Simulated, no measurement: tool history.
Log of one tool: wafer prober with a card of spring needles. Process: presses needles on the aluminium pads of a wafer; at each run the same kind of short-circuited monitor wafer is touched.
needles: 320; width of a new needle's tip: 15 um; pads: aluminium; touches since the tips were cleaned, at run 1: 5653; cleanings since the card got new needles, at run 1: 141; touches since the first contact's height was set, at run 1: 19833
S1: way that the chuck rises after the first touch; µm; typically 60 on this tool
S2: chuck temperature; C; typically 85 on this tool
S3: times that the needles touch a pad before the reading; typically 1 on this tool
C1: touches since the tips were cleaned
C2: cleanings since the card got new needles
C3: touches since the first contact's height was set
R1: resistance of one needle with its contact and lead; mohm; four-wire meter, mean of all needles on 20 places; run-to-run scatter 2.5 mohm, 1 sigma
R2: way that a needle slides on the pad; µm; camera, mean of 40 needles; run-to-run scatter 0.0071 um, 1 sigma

run,hour,S1,S2,S3,C1,C2,C3,R1,R2
1,0.0,60,85,1,5653,141,19833,443,11.034
# hour 3.0: tips cleaned on abrasive film
# hour 17.5: tips cleaned on abrasive film
# hour 29.1: tips cleaned on abrasive film
# hour 43.6: tips cleaned on abrasive film
# hour 58.1: tips cleaned on abrasive film
# hour 72.6: tips cleaned on abrasive film
2,78.9,60,85,1,3455,147,62677,422,10.987
# hour 84.8: tips cleaned on abrasive film
# hour 96.4: tips cleaned on abrasive film
# hour 110.9: tips cleaned on abrasive film
# hour 111.2: height of the first contact set anew
# hour 125.7: tips cleaned on abrasive film
# hour 140.2: tips cleaned on abrasive film
# hour 152.3: tips cleaned on abrasive film
3,152.3,60,85,1,0,153,22329,298,10.855
# hour 166.8: tips cleaned on abrasive film
# hour 181.3: tips cleaned on abrasive film
# hour 195.8: tips cleaned on abrasive film
4,202.7,60,85,2,3787,156,49748,376,10.827
# hour 208.6: tips cleaned on abrasive film
# hour 223.1: tips cleaned on abrasive film
# hour 237.6: tips cleaned on abrasive film
# hour 252.1: tips cleaned on abrasive film
# hour 256.9: height of the first contact set anew
5,256.9,55,85,2,2505,160,0,376,10.139
# hour 265.7: tips cleaned on abrasive film
# hour 280.2: tips cleaned on abrasive film
# hour 291.8: tips cleaned on abrasive film
6,302.5,55,85,2,5841,163,24748,413,10.101
# hour 305.5: tips cleaned on abrasive film
# hour 320.0: tips cleaned on abrasive film
# hour 331.6: tips cleaned on abrasive film
# hour 346.1: tips cleaned on abrasive film
7,354.3,55,85,2,4480,167,52862,399,10.079
# hour 360.1: tips cleaned on abrasive film
# hour 374.6: tips cleaned on abrasive film
# hour 386.2: tips cleaned on abrasive film
# hour 400.7: tips cleaned on abrasive film
# hour 403.9: height of the first contact set anew
# hour 415.5: tips cleaned on abrasive film
8,419.8,64,85,1,2322,172,8624,380,11.781

The next listed run, before its measurement:
# hour 428.5: tips cleaned on abrasive film
# hour 443.0: tips cleaned on abrasive film
# hour 454.6: tips cleaned on abrasive film
9,456.2,64,85,2,847,175,28378,?,?

R1: 316 mohm
R2: 11.761 µm
Minus the tool's unlogged condition, the same run would have read R1 282 mohm, R2 11.802 µm.

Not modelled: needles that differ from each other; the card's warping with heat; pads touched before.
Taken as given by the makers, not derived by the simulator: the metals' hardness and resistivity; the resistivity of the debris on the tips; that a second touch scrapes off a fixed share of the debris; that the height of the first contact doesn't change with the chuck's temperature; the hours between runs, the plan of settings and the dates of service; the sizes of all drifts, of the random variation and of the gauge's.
